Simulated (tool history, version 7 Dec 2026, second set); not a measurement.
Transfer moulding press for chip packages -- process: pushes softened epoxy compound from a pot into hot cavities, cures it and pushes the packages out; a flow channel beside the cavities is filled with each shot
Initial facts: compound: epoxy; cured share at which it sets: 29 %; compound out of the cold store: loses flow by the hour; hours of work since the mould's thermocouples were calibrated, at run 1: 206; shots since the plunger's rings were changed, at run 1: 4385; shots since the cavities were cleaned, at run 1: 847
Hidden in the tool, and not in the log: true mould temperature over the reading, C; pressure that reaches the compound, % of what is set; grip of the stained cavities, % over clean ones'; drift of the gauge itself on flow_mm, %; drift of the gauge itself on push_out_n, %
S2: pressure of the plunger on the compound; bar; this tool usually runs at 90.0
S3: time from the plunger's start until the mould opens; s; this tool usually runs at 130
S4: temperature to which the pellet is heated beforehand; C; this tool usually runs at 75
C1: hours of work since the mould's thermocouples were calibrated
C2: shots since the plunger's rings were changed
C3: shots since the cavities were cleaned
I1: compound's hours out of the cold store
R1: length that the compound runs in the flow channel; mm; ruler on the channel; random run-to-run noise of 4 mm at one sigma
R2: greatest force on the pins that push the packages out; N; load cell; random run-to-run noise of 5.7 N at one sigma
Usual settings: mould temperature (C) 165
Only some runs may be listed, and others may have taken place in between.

{"run": 1, "hour": 0.0, "mould temperature (C)": 165, "S2": 90.0, "S3": 130, "S4": 75, "C1": 206, "C2": 4385, "C3": 847, "I1": 44.4, "R1": 492, "R2": 354}
{"run": 2, "hour": 7.0, "mould temperature (C)": 165, "S2": 90.0, "S3": 130, "S4": 75, "C1": 210, "C2": 4438, "C3": 900, "I1": 14.9, "R1": 548, "R2": 386}
{"run": 3, "hour": 12.7, "mould temperature (C)": 165, "S2": 90.0, "S3": 130, "S4": 81, "C1": 213, "C2": 4482, "C3": 944, "I1": 42.8, "R1": 481, "R2": 369}
{"hour": 17.3, "done": "cavities cleaned with cleaning compound and waxed"}
{"run": 4, "hour": 20.7, "mould temperature (C)": 165, "S2": 90.0, "S3": 130, "S4": 81, "C1": 216, "C2": 4532, "C3": 26, "I1": 41.5, "R1": 487, "R2": 211}
{"run": 5, "hour": 32.3, "mould temperature (C)": 165, "S2": 90.0, "S3": 130, "S4": 81, "C1": 223, "C2": 4620, "C3": 114, "I1": 30.3, "R1": 518, "R2": 226}
{"run": 6, "hour": 40.6, "mould temperature (C)": 165, "S2": 90.0, "S3": 124, "S4": 81, "C1": 227, "C2": 4684, "C3": 178, "I1": 22.1, "R1": 534, "R2": 277}
{"run": 7, "hour": 51.0, "mould temperature (C)": 161, "S2": 71.1, "S3": 124, "S4": 81, "C1": 233, "C2": 4763, "C3": 257, "I1": 39.6, "R1": 444, "R2": 379}
{"run": 8, "hour": 62.8, "mould temperature (C)": 165, "S2": 92.1, "S3": 117, "S4": 68, "C1": 239, "C2": 4854, "C3": 348, "I1": 34.3, "R1": 511, "R2": 346}
{"run": 9, "hour": 70.7, "mould temperature (C)": 165, "S2": 92.1, "S3": 117, "S4": 68, "C1": 243, "C2": 4914, "C3": 408, "I1": 10.2, "R1": 560, "R2": 383}
{"run": 10, "hour": 82.9, "mould temperature (C)": 165, "S2": 89.7, "S3": 116, "S4": 74, "C1": 250, "C2": 5006, "C3": 500, "I1": 17.4, "R1": 538, "R2": 410}
{"run": 11, "hour": 89.9, "mould temperature (C)": 168, "S2": 89.7, "S3": 140, "S4": 74, "C1": 254, "C2": 5060, "C3": 554, "I1": 24.2, "R1": 513, "R2": 269}

Each row is a separate what-if for the run after 11, all from the same tool condition, not one after another. Results?
{"run": "A", "hour": 102.1, "mould temperature (C)": 168, "S2": 89.7, "S3": 140, "S4": 76, "C1": 260, "C2": 5153, "C3": 647, "I1": 45.5, "R1": "?", "R2": "?"}
{"run": "B", "hour": 102.1, "mould temperature (C)": 163, "S2": 90.0, "S3": 116, "S4": 75, "C1": 260, "C2": 5153, "C3": 647, "I1": 14.8, "R1": "?", "R2": "?"}
{"run": "C", "hour": 102.1, "mould temperature (C)": 168, "S2": 102.6, "S3": 149, "S4": 82, "C1": 260, "C2": 5153, "C3": 647, "I1": 14.8, "R1": "?", "R2": "?"}
{"run": "D", "hour": 102.1, "mould temperature (C)": 168, "S2": 89.1, "S3": 140, "S4": 74, "C1": 260, "C2": 5153, "C3": 647, "I1": 17.5, "R1": "?", "R2": "?"}
{"run": "E", "hour": 102.1, "mould temperature (C)": 170, "S2": 80.5, "S3": 140, "S4": 71, "C1": 260, "C2": 5153, "C3": 647, "I1": 40.6, "R1": "?", "R2": "?"}

run=A R1=471 R2=278
run=B R1=545 R2=484
run=C R1=569 R2=270
run=D R1=523 R2=296
run=E R1=451 R2=265
With the hidden condition removed and each run's random variation left untouched, the same runs would have given:
run=A R1=526 R2=170
run=B R1=610 R2=308
run=C R1=637 R2=164
run=D R1=585 R2=179
run=E R1=505 R2=159
